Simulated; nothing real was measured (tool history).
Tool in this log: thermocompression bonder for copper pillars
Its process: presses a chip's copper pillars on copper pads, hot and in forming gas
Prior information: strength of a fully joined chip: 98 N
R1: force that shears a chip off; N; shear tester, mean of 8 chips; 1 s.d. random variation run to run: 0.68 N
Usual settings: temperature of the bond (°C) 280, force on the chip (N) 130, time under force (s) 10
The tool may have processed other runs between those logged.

{"run": 1, "day": 0.0, "temperature of the bond (°C)": 280, "force on the chip (N)": 130, "time under force (s)": 10, "R1": 49.6}
{"run": 2, "day": 0.479, "temperature of the bond (°C)": 280, "force on the chip (N)": 130, "time under force (s)": 10, "R1": 49.1}
{"run": 3, "day": 0.908, "temperature of the bond (°C)": 252, "force on the chip (N)": 130, "time under force (s)": 10, "R1": 35.2}
{"run": 4, "day": 1.338, "temperature of the bond (°C)": 252, "force on the chip (N)": 130, "time under force (s)": 10, "R1": 34.9}
{"run": 5, "day": 1.762, "temperature of the bond (°C)": 280, "force on the chip (N)": 130, "time under force (s)": 24, "R1": 64.9}
{"run": 6, "day": 2.179, "temperature of the bond (°C)": 280, "force on the chip (N)": 130, "time under force (s)": 10, "R1": 49.0}
{"run": 7, "day": 2.521, "temperature of the bond (°C)": 280, "force on the chip (N)": 130, "time under force (s)": 10, "R1": 50.2}
{"run": 8, "day": 3.038, "temperature of the bond (°C)": 280, "force on the chip (N)": 130, "time under force (s)": 10, "R1": 49.4}
{"run": 9, "day": 3.442, "temperature of the bond (°C)": 280, "force on the chip (N)": 130, "time under force (s)": 10, "R1": 49.8}
{"run": 10, "day": 3.833, "temperature of the bond (°C)": 280, "force on the chip (N)": 130, "time under force (s)": 10, "R1": 48.6}
{"run": 11, "day": 4.158, "temperature of the bond (°C)": 280, "force on the chip (N)": 130, "time under force (s)": 10, "R1": 49.6}
{"run": 12, "day": 4.412, "temperature of the bond (°C)": 280, "force on the chip (N)": 130, "time under force (s)": 10, "R1": 48.5}
{"run": 13, "day": 4.833, "temperature of the bond (°C)": 280, "force on the chip (N)": 130, "time under force (s)": 10, "R1": 48.6}
{"run": 14, "day": 5.242, "temperature of the bond (°C)": 280, "force on the chip (N)": 130, "time under force (s)": 10, "R1": 49.3}
{"run": 15, "day": 5.692, "temperature of the bond (°C)": 280, "force on the chip (N)": 130, "time under force (s)": 10, "R1": 49.6}
{"run": 16, "day": 6.033, "temperature of the bond (°C)": 280, "force on the chip (N)": 130, "time under force (s)": 10, "R1": 48.9}
{"run": 17, "day": 6.45, "temperature of the bond (°C)": 280, "force on the chip (N)": 130, "time under force (s)": 10, "R1": 48.5}
{"run": 18, "day": 6.954, "temperature of the bond (°C)": 303, "force on the chip (N)": 100, "time under force (s)": 9, "R1": 45.7}
{"run": 19, "day": 7.408, "temperature of the bond (°C)": 272, "force on the chip (N)": 179, "time under force (s)": 22, "R1": 72.7}
{"run": 20, "day": 7.762, "temperature of the bond (°C)": 272, "force on the chip (N)": 179, "time under force (s)": 22, "R1": 71.2}
{"run": 21, "day": 8.246, "temperature of the bond (°C)": 259, "force on the chip (N)": 129, "time under force (s)": 7, "R1": 32.1}
{"day": 8.333, "done": "force cell calibrated"}
{"run": 22, "day": 8.571, "temperature of the bond (°C)": 259, "force on the chip (N)": 129, "time under force (s)": 7, "R1": 32.2}
{"run": 23, "day": 8.938, "temperature of the bond (°C)": 280, "force on the chip (N)": 130, "time under force (s)": 15, "R1": 55.2}
{"run": 24, "day": 9.171, "temperature of the bond (°C)": 269, "force on the chip (N)": 130, "time under force (s)": 6, "R1": 34.2}
{"run": 25, "day": 9.438, "temperature of the bond (°C)": 301, "force on the chip (N)": 132, "time under force (s)": 20, "R1": 70.7}
{"day": 9.642, "done": "force cell calibrated, once more"}
{"run": 26, "day": 9.838, "temperature of the bond (°C)": 280, "force on the chip (N)": 130, "time under force (s)": 14, "R1": 56.7}
{"run": 27, "day": 10.071, "temperature of the bond (°C)": 287, "force on the chip (N)": 83, "time under force (s)": 10, "R1": 34.3}
{"run": 28, "day": 10.475, "temperature of the bond (°C)": 287, "force on the chip (N)": 83, "time under force (s)": 10, "R1": 34.4}
{"run": 29, "day": 10.95, "temperature of the bond (°C)": 287, "force on the chip (N)": 83, "time under force (s)": 10, "R1": 34.5}
{"run": 30, "day": 11.379, "temperature of the bond (°C)": 286, "force on the chip (N)": 188, "time under force (s)": 10, "R1": 68.4}
{"run": 31, "day": 11.588, "temperature of the bond (°C)": 291, "force on the chip (N)": 130, "time under force (s)": 11, "R1": 56.0}

Per-run results on a tool with no hidden state, each run keeping its own random variation:
Unlogged tool condition in this case: true temperature of the bond over the reading, C; force that reaches the chip, % of what is set; oxide that the forming gas leaves, % of the face; drift of the gauge itself on shear_n, %.
run=1 R1=49.9
run=2 R1=49.5
run=3 R1=35.5
run=4 R1=35.3
run=5 R1=65.7
run=6 R1=49.6
run=7 R1=50.9
run=8 R1=50.2
run=9 R1=50.7
run=10 R1=49.5
run=11 R1=50.6
run=12 R1=49.6
run=13 R1=49.8
run=14 R1=50.5
run=15 R1=50.8
run=16 R1=50.2
run=17 R1=49.9
run=18 R1=47.2
run=19 R1=75.0
run=20 R1=73.6
run=21 R1=33.1
run=22 R1=33.5
run=23 R1=57.5
run=24 R1=35.7
run=25 R1=73.9
run=26 R1=57.7
run=27 R1=34.7
run=28 R1=34.9
run=29 R1=35.1
run=30 R1=70.4
run=31 R1=57.4
